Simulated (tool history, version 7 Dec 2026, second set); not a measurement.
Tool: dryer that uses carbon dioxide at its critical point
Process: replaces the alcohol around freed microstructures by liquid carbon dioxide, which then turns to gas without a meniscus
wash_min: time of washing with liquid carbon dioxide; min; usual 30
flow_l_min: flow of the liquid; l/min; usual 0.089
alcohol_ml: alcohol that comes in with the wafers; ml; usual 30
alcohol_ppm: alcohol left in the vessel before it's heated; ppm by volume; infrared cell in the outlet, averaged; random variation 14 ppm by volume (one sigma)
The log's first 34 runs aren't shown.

run    hour  wash_min  flow_l_min  alcohol_ml  hours of work since the filter was changed  hours of work since the purifier's bed was changed  alcohol_ppm
 35   819.6        30      0.1501          30                                         187                                                 314          195
 36     844        43      0.1501          43                                         204                                                 330          140
 37     858        45      0.1501          24                                         213                                                 339          141
 38   887.3        19      0.1501          52                                         233                                                 359         1521
      904.2  -- inlet filter changed
 39   912.6        19      0.1501          52                                           6                                                 375         1073
 40   942.9        19      0.1501          52                                          26                                                 396         1117
 41   968.9        19      0.1501          52                                          44                                                 413         1140
 42   995.4        42      0.0595          52                                          61                                                 431         2546
 43  1011.3        30      0.0595          59                                          72                                                 442         8252
 44  1041.5        24       0.089          27                                          92                                                 462         2242
 45  1063.5        24       0.089          27                                         107                                                 477         2286
 46  1081.5        24       0.089          27                                         119                                                 489         2205
 47  1095.8        24       0.089          27                                         129                                                 499         2266

4 ways to go on from here, each from the tool as it stands after run 47. What would each give?
  A  1120.9        27      0.0537          21                                         146                                                 516            ?
  B  1120.9        24       0.089          46                                         146                                                 516            ?
  C  1120.9        24      0.0888          27                                         146                                                 516            ?
  D  1120.9        30       0.089          24                                         146                                                 516            ?

run  alcohol_ppm
  A         5323
  B         3962
  C         2429
  D         1087
Without the tool's hidden state the same runs would have given:
run  alcohol_ppm
  A         4517
  B         3096
  C         1833
  D          693
